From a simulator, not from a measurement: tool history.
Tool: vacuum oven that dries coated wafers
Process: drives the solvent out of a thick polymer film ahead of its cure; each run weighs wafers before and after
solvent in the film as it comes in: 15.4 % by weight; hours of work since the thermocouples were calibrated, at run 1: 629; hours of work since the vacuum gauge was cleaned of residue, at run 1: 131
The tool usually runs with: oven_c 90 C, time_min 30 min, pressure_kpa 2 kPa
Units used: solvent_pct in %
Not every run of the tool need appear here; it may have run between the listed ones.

run	hour	oven_c	time_min	pressure_kpa	hours of work since the thermocouples were calibrated	hours of work since the vacuum gauge was cleaned of residue	solvent_pct
1	0	90	30	2	629	131	5.14
2	79.3	90	30	2	689	191	5.2
3	115.6	77	30	2	716	219	9.04
4	161.2	77	30	2	751	253	9.09
5	202.5	77	30	2	782	284	9.06
6	246.7	77	30	2	816	318	9
7	336.6	90	30	6	884	386	8.75
8	394.6	90	30	6	928	430	8.72
9	438.4	90	30	6	961	463	8.89
10	517.1	90	30	2	1020	523	5.54
11	564.1	90	30	2	1056	558	5.59
12	625.2	81	30	2	1102	604	8.05
13	701.3	90	30	2	1160	662	5.57
14	744.8	90	30	2	1193	695	5.7
15	790.8	90	30	2	1228	730	5.73
# hour 816.7: oven's thermocouples calibrated
16	844.7	90	30	2	21	769	5.09
17	904.9	90	30	1.58	67	815	4.79
18	974.4	90	24	2	119	867	6.01
19	1020.1	90	24	2	154	902	6.01
20	1076.6	86	30	2	197	945	6.33
21	1162.9	86	30	2	262	1010	6.44
22	1250.2	86	30	2	328	1076	6.44
23	1296.2	86	30	2	363	1111	6.66
24	1385.6	91	18	1.53	431	1179	6.66
25	1460.9	85	16	1.53	488	1236	8.93
26	1532.4	85	16	1.53	542	1290	8.84
27	1595.5	98	17	1.77	590	1338	5.52
28	1642.5	98	36	1.88	625	1373	2.99
29	1731.1	94	36	4.63	692	1440	6.19
30	1786.6	78	19	5.51	734	1482	13.43
31	1872.1	78	19	5.51	799	1547	13.38
32	1925.9	78	19	5.51	840	1588	13.53
33	1989.4	93	39	1.12	888	1636	3.41
34	2060	83	30	5.48	941	1689	11.4
35	2121.3	83	30	5.48	988	1736	11.08
36	2176.4	90	28	2.45	1029	1777	6.62
37	2237.8	77	48	4.63	1076	1824	11.71
38	2317	101	30	2	1136	1884	3.33
39	2400.2	90	36	1.47	1199	1947	5
# hour 2461.8: oven's thermocouples calibrated
40	2465.6	90	36	4.96	3	1995	7.49
41	2522.3	94	36	4.96	46	2038	6.31
42	2559.2	94	36	4.96	74	2066	6.25
43	2621.9	90	36	4.3	121	2113	7
# hour 2664.7: vacuum gauge cleaned of residue and calibrated
44	2707.9	90	36	4.3	185	33	6.37

For some of the steps in solvent_pct from one run to the next: how much would appear even if the tool had no hidden state, given the settings, what came in and random variation, and how much remains for the hidden state plus any gauge scatter that the measured result and the result without hidden state don't share?
What the log doesn't record here: true wafer temperature over the reading, C; true pressure over the reading, kPa; drift of the gauge itself on solvent_pct, %.
Run 32 -> 33: oven_c 78 -> 93, time_min 19 -> 39, pressure_kpa 5.51 -> 1.12. solvent_pct -10.12 %: hidden state -0.04, all else -10.08.
Run 33 -> 34: oven_c 93 -> 83, time_min 39 -> 30, pressure_kpa 1.12 -> 5.48. solvent_pct +7.99 %: hidden state +0.34, all else +7.65.
Run 37 -> 38: oven_c 77 -> 101, time_min 48 -> 30, pressure_kpa 4.63 -> 2. solvent_pct -8.38 %: hidden state -0.75, all else -7.63.
Run 39 -> 40: pressure_kpa 1.47 -> 4.96, oven's thermocouples calibrated. solvent_pct +2.49 %: hidden state -0.66, all else +3.15.
Run 43 -> 44: vacuum gauge cleaned of residue and calibrated. solvent_pct -0.63 %: hidden state -0.62, all else -0.01.
